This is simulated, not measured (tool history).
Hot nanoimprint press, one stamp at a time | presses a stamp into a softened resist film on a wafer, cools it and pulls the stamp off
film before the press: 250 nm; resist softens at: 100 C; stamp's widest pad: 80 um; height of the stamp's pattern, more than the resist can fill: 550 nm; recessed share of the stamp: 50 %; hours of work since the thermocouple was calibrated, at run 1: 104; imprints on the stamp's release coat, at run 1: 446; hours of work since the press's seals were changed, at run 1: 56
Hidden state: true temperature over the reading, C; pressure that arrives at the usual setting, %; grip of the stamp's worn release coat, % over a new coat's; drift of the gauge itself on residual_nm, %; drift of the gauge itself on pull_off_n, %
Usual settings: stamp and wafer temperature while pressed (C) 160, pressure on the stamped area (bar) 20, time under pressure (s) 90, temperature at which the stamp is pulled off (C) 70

run,day,stamp and wafer temperature while pressed (C),pressure on the stamped area (bar),time under pressure (s),temperature at which the stamp is pulled off (C),hours of work since the thermocouple was calibrated,imprints on the stamp's release coat,hours of work since the press's seals were changed,resist left under the stamp's widest pad (Å),greatest force while the stamp is pulled off (N)
1,0,160,20,90,70,104,446,56,1261,136
2,1.688,160,20,90,70,125,609,77,1258,138
3,2.704,153,20,90,70,137,707,89,1713,135
4,3.996,153,20,90,70,153,832,105,1702,137
5,5.308,153,20,90,70,169,958,121,1704,143
6,7.521,160,12.8,90,70,196,1172,148,1552,149
7,8.554,160,12.8,90,70,208,1271,161,1550,151
8,9.508,160,12.8,90,70,220,1363,172,1549,153
9,11.333,160,12.8,90,70,242,1539,195,1553,163
10,13.088,160,12.8,48,70,264,1708,216,1804,158
11,15.15,160,12.8,48,70,289,1907,241,1801,167
# day 16.267: plate thermocouple calibrated
# day 17.117: stamp cleaned and given a new release coat
12,17.233,160,12.8,48,70,9,11,262,1835,118
13,18.804,160,12.8,48,69,28,163,281,1833,126
14,20.55,160,12.8,48,69,49,331,302,1831,134
15,21.975,160,12.8,48,69,67,469,320,1836,127
16,23.658,160,12.8,157,68,87,631,340,1341,137
17,25.662,160,27.2,119,76,112,824,365,990,117
18,27.783,164,17.7,88,57,137,1029,391,1135,199
19,29.058,164,17.7,88,57,153,1152,406,1136,195
20,31.354,160,20,140,76,181,1373,434,1096,130
21,33.512,160,13.1,175,70,207,1581,460,1268,159
22,35.121,160,13.1,175,70,227,1736,480,1271,165
23,36.621,154,21.8,175,73,245,1881,498,1315,154
24,38.058,161,12.9,90,65,263,2020,516,1493,197
# day 38.825: stamp cleaned and given a new release coat
25,40.525,160,20,47,70,290,164,543,1543,117
# day 41.512: plate thermocouple calibrated
26,42.125,160,20,47,70,7,306,561,1565,129
27,43.754,160,26.3,80,64,27,464,581,1168,149
28,44.775,157,18.8,160,61,40,562,593,1281,168
29,46.792,160,29.1,63,68,64,756,618,1201,149

4 ways to go on from here, each from the tool as it stands after run 29. What would each give?
A,48.55,158,29.1,48,68,86,926,639,?,?
B,48.55,155,18.8,63,68,86,926,639,?,?
C,48.55,158,20,90,70,86,926,639,?,?
D,48.55,164,20.1,63,72,86,926,639,?,?

run,resist left under the stamp's widest pad (Å),greatest force while the stamp is pulled off (N)
A,1436,145
B,1792,150
C,1413,142
D,1201,139
Without the tool's hidden state the same runs would have given:
run,resist left under the stamp's widest pad (Å),greatest force while the stamp is pulled off (N)
A,1398,123
B,1775,127
C,1392,120
D,1180,118
